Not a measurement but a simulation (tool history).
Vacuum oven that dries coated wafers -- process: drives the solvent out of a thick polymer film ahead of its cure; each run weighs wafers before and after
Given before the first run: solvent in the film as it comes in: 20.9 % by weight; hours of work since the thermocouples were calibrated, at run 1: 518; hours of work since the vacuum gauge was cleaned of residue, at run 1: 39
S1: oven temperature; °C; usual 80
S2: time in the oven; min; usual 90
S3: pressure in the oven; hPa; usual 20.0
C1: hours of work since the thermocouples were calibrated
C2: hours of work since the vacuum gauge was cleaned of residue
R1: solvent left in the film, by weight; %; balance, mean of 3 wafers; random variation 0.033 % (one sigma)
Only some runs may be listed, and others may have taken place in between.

{"run": 1, "hour": 0.0, "S1": 80, "S2": 90, "S3": 20.0, "C1": 518, "C2": 39, "R1": 1.51}
{"run": 2, "hour": 16.0, "S1": 80, "S2": 90, "S3": 20.0, "C1": 531, "C2": 51, "R1": 1.44}
{"run": 3, "hour": 26.2, "S1": 80, "S2": 90, "S3": 20.0, "C1": 538, "C2": 59, "R1": 1.5}
{"run": 4, "hour": 39.7, "S1": 80, "S2": 90, "S3": 20.0, "C1": 549, "C2": 69, "R1": 1.54}
{"run": 5, "hour": 52.4, "S1": 80, "S2": 117, "S3": 20.0, "C1": 558, "C2": 79, "R1": 0.97}
{"run": 6, "hour": 68.5, "S1": 80, "S2": 117, "S3": 20.0, "C1": 571, "C2": 91, "R1": 1.02}
{"run": 7, "hour": 83.6, "S1": 80, "S2": 116, "S3": 20.0, "C1": 582, "C2": 103, "R1": 0.92}
{"run": 8, "hour": 96.6, "S1": 80, "S2": 90, "S3": 36.1, "C1": 592, "C2": 113, "R1": 1.91}
{"run": 9, "hour": 105.9, "S1": 80, "S2": 90, "S3": 20.0, "C1": 599, "C2": 120, "R1": 1.49}
{"run": 10, "hour": 121.6, "S1": 82, "S2": 90, "S3": 20.0, "C1": 611, "C2": 132, "R1": 1.12}
{"run": 11, "hour": 136.6, "S1": 94, "S2": 90, "S3": 20.0, "C1": 623, "C2": 144, "R1": 0.38}
{"run": 12, "hour": 149.7, "S1": 80, "S2": 90, "S3": 20.0, "C1": 633, "C2": 154, "R1": 1.43}
{"run": 13, "hour": 166.8, "S1": 92, "S2": 90, "S3": 20.0, "C1": 646, "C2": 167, "R1": 0.36}
{"run": 14, "hour": 174.6, "S1": 80, "S2": 90, "S3": 18.9, "C1": 652, "C2": 173, "R1": 1.44}
{"hour": 177.5, "done": "oven's thermocouples calibrated"}
{"run": 15, "hour": 190.1, "S1": 80, "S2": 90, "S3": 18.9, "C1": 10, "C2": 183, "R1": 1.39}
{"run": 16, "hour": 200.5, "S1": 89, "S2": 148, "S3": 12.3, "C1": 18, "C2": 191, "R1": 0.27}
{"run": 17, "hour": 212.8, "S1": 89, "S2": 148, "S3": 12.3, "C1": 27, "C2": 200, "R1": 0.26}
{"run": 18, "hour": 227.2, "S1": 89, "S2": 148, "S3": 12.3, "C1": 38, "C2": 211, "R1": 0.28}
{"hour": 235.4, "done": "oven's thermocouples calibrated, once more"}
{"run": 19, "hour": 239.1, "S1": 89, "S2": 148, "S3": 12.3, "C1": 3, "C2": 219, "R1": 0.27}
{"run": 20, "hour": 255.9, "S1": 71, "S2": 90, "S3": 15.7, "C1": 16, "C2": 232, "R1": 4.55}
{"run": 21, "hour": 264.9, "S1": 71, "S2": 90, "S3": 15.7, "C1": 23, "C2": 239, "R1": 4.53}
{"run": 22, "hour": 278.6, "S1": 80, "S2": 161, "S3": 60.6, "C1": 33, "C2": 249, "R1": 2.12}
{"run": 23, "hour": 289.2, "S1": 90, "S2": 92, "S3": 33.9, "C1": 41, "C2": 257, "R1": 0.8}
{"run": 24, "hour": 296.8, "S1": 94, "S2": 49, "S3": 14.4, "C1": 47, "C2": 263, "R1": 0.64}
{"run": 25, "hour": 305.5, "S1": 71, "S2": 82, "S3": 34.8, "C1": 54, "C2": 270, "R1": 5.65}
{"run": 26, "hour": 320.8, "S1": 72, "S2": 90, "S3": 20.0, "C1": 65, "C2": 281, "R1": 4.21}
{"run": 27, "hour": 334.1, "S1": 72, "S2": 90, "S3": 20.0, "C1": 75, "C2": 292, "R1": 4.24}
{"run": 28, "hour": 348.0, "S1": 69, "S2": 58, "S3": 20.0, "C1": 86, "C2": 302, "R1": 8.07}
{"run": 29, "hour": 359.6, "S1": 86, "S2": 90, "S3": 29.4, "C1": 95, "C2": 311, "R1": 0.97}

Per-run results on a tool with no hidden state, each run keeping its own random variation:
The tool's hidden condition here consists of: true wafer temperature over the reading, C; true pressure over the reading, kPa; drift of the gauge itself on solvent_pct, %.
run=1 R1=1.73
run=2 R1=1.68
run=3 R1=1.74
run=4 R1=1.77
run=5 R1=1.12
run=6 R1=1.17
run=7 R1=1.08
run=8 R1=2.19
run=9 R1=1.75
run=10 R1=1.33
run=11 R1=0.40
run=12 R1=1.70
run=13 R1=0.40
run=14 R1=1.71
run=15 R1=1.73
run=16 R1=0.28
run=17 R1=0.28
run=18 R1=0.29
run=19 R1=0.27
run=20 R1=4.67
run=21 R1=4.65
run=22 R1=2.15
run=23 R1=0.81
run=24 R1=0.67
run=25 R1=5.81
run=26 R1=4.36
run=27 R1=4.41
run=28 R1=8.26
run=29 R1=1.01
